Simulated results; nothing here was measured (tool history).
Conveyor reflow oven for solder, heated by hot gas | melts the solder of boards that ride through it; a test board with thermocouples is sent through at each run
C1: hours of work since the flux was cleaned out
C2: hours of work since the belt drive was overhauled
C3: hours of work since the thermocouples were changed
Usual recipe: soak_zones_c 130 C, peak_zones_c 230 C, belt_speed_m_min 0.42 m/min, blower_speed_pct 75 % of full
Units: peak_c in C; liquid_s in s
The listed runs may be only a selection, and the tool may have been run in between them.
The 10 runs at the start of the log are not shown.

-- hour=566.8 flux residue cleaned out of gas plates and filters
run 11 hour=569.1 | soak_zones_c=130 peak_zones_c=230 belt_speed_m_min=0.42 blower_speed_pct=75 | C1=1 C2=334 C3=246 | peak_c=216.8 liquid_s=62.1
run 12 hour=644.2 | soak_zones_c=130 peak_zones_c=230 belt_speed_m_min=0.42 blower_speed_pct=75 | C1=44 C2=376 C3=289 | peak_c=216.4 liquid_s=62.1
run 13 hour=675.8 | soak_zones_c=130 peak_zones_c=230 belt_speed_m_min=0.42 blower_speed_pct=75 | C1=62 C2=394 C3=307 | peak_c=215.8 liquid_s=61.6
run 14 hour=725.8 | soak_zones_c=130 peak_zones_c=230 belt_speed_m_min=0.42 blower_speed_pct=64 | C1=90 C2=422 C3=335 | peak_c=212.9 liquid_s=58.6
run 15 hour=786.6 | soak_zones_c=130 peak_zones_c=230 belt_speed_m_min=0.42 blower_speed_pct=75 | C1=124 C2=457 C3=369 | peak_c=215.7 liquid_s=61.7
run 16 hour=826.8 | soak_zones_c=130 peak_zones_c=230 belt_speed_m_min=0.42 blower_speed_pct=75 | C1=147 C2=480 C3=392 | peak_c=215.7 liquid_s=61.4
run 17 hour=876.9 | soak_zones_c=130 peak_zones_c=230 belt_speed_m_min=0.459 blower_speed_pct=75 | C1=175 C2=508 C3=420 | peak_c=212.5 liquid_s=53.1
-- hour=909.3 flux residue cleaned out of gas plates and filters
run 18 hour=954.6 | soak_zones_c=130 peak_zones_c=230 belt_speed_m_min=0.459 blower_speed_pct=75 | C1=26 C2=549 C3=461 | peak_c=212.9 liquid_s=53.3
run 19 hour=1001.6 | soak_zones_c=133 peak_zones_c=226 belt_speed_m_min=0.41 blower_speed_pct=70 | C1=52 C2=575 C3=488 | peak_c=211.9 liquid_s=60.6
run 20 hour=1035.9 | soak_zones_c=133 peak_zones_c=226 belt_speed_m_min=0.41 blower_speed_pct=70 | C1=71 C2=595 C3=507 | peak_c=212 liquid_s=60.9
-- hour=1095 thermocouples of zones 6 and 7 changed
run 21 hour=1108.6 | soak_zones_c=133 peak_zones_c=226 belt_speed_m_min=0.41 blower_speed_pct=70 | C1=111 C2=635 C3=8 | peak_c=212.8 liquid_s=62.1
run 22 hour=1182.7 | soak_zones_c=122 peak_zones_c=230 belt_speed_m_min=0.42 blower_speed_pct=75 | C1=153 C2=677 C3=50 | peak_c=215.3 liquid_s=58.8
run 23 hour=1227.8 | soak_zones_c=142 peak_zones_c=235 belt_speed_m_min=0.485 blower_speed_pct=73 | C1=179 C2=702 C3=75 | peak_c=217.7 liquid_s=58
-- hour=1255.7 flux residue cleaned out of gas plates and filters
run 24 hour=1303 | soak_zones_c=130 peak_zones_c=235 belt_speed_m_min=0.489 blower_speed_pct=68 | C1=27 C2=742 C3=115 | peak_c=214.6 liquid_s=51
-- hour=1334.8 belt drive overhauled, speed set with a stopwatch
run 25 hour=1358.8 | soak_zones_c=133 peak_zones_c=227 belt_speed_m_min=0.486 blower_speed_pct=75 | C1=56 C2=14 C3=144 | peak_c=209.7 liquid_s=47.6
run 26 hour=1390 | soak_zones_c=133 peak_zones_c=227 belt_speed_m_min=0.486 blower_speed_pct=75 | C1=74 C2=31 C3=161 | peak_c=209.8 liquid_s=47.5
run 27 hour=1426.2 | soak_zones_c=130 peak_zones_c=230 belt_speed_m_min=0.422 blower_speed_pct=65 | C1=94 C2=52 C3=182 | peak_c=213.4 liquid_s=58.1
run 28 hour=1471.9 | soak_zones_c=130 peak_zones_c=220 belt_speed_m_min=0.392 blower_speed_pct=69 | C1=120 C2=77 C3=208 | peak_c=207.3 liquid_s=57.4
run 29 hour=1527.4 | soak_zones_c=130 peak_zones_c=220 belt_speed_m_min=0.392 blower_speed_pct=69 | C1=151 C2=109 C3=239 | peak_c=207.1 liquid_s=57.2
run 30 hour=1589.9 | soak_zones_c=141 peak_zones_c=240 belt_speed_m_min=0.392 blower_speed_pct=69 | C1=186 C2=144 C3=274 | peak_c=226.4 liquid_s=78.7

Alternative continuations, all from the tool just after run 30; predict every row:
-- hour=1601.4 flux residue cleaned out of gas plates and filters
run A hour=1658.9 | soak_zones_c=130 peak_zones_c=230 belt_speed_m_min=0.38 blower_speed_pct=85 | C1=32 C2=180 C3=310 | peak_c=? liquid_s=?
-- hour=1601.4 flux residue cleaned out of gas plates and filters
run B hour=1658.9 | soak_zones_c=135 peak_zones_c=235 belt_speed_m_min=0.392 blower_speed_pct=69 | C1=32 C2=180 C3=310 | peak_c=? liquid_s=?
-- hour=1601.4 flux residue cleaned out of gas plates and filters
run C hour=1658.9 | soak_zones_c=142 peak_zones_c=240 belt_speed_m_min=0.392 blower_speed_pct=69 | C1=32 C2=180 C3=310 | peak_c=? liquid_s=?
-- hour=1601.4 flux residue cleaned out of gas plates and filters
run D hour=1658.9 | soak_zones_c=130 peak_zones_c=229 belt_speed_m_min=0.42 blower_speed_pct=75 | C1=32 C2=180 C3=310 | peak_c=? liquid_s=?

run=A peak_c=220.1 liquid_s=73.7
run=B peak_c=222.1 liquid_s=72.6
run=C peak_c=227.1 liquid_s=79.5
run=D peak_c=214.9 liquid_s=60.8
Stripped of hidden state, with their random variation kept, the same runs would have yielded:
run=A peak_c=221.4 liquid_s=74.4
run=B peak_c=223.4 liquid_s=73.3
run=C peak_c=228.4 liquid_s=80
run=D peak_c=216.2 liquid_s=61.6

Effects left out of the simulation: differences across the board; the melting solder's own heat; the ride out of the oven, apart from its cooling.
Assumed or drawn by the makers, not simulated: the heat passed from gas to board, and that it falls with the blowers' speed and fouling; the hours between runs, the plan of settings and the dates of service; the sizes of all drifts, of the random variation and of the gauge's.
